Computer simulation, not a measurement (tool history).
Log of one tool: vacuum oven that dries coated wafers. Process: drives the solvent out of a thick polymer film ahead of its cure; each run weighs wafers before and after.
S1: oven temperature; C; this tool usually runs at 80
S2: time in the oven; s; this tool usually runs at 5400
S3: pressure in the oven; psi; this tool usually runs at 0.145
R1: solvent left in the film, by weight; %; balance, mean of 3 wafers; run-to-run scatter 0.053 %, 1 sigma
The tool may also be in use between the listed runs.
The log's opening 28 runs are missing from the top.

run     day  S1    S2     S3    R1
 29  23.308  93  3180  0.122  0.86
 30  23.912  93  3180  0.173  0.86
 31  24.579  93  8760  0.212  0.34
 32  25.438  68  7980  0.325  4.24
 33  26.096  68  7980  0.325  4.27
 34  26.921  80  5400  0.160  1.81
 35  27.438  80  5400  0.160  1.78
 36  28.125  80  5400  0.160  1.68
 37  28.667  80  5400  0.160  1.76
 38  29.183  88  5400  0.145  0.61
 39  29.971  93  2820  0.145  1.13
 40  30.788  93  2820  0.145  1.04
 41  31.933  76  2940  0.145  6.09
 42  32.462  86  3120  0.128  2.30
 43  33.379  86  3120  0.128  2.17
 44  34.350  86  3120  0.128  2.28
 45  35.371  92  3000  0.145  1.25
 46  36.500  74  5400  0.175  3.56

Predict each of these 5 candidate next runs independently; none follows another, all start after run 46:
  A  37.046  94  4320  0.109   ?
  B  37.046  85  6780  0.113   ?
  C  37.046  82  4200  0.258   ?
  D  37.046  80  5400  0.557   ?
  E  37.046  74  5400  0.387   ?

run    R1
  A  0.42
  B  0.50
  C  2.34
  D  2.56
  E  4.17
The same runs, with their run-to-run variation unchanged, on a tool lacking any hidden condition would have given:
run    R1
  A  0.41
  B  0.49
  C  2.31
  D  2.53
  E  4.13
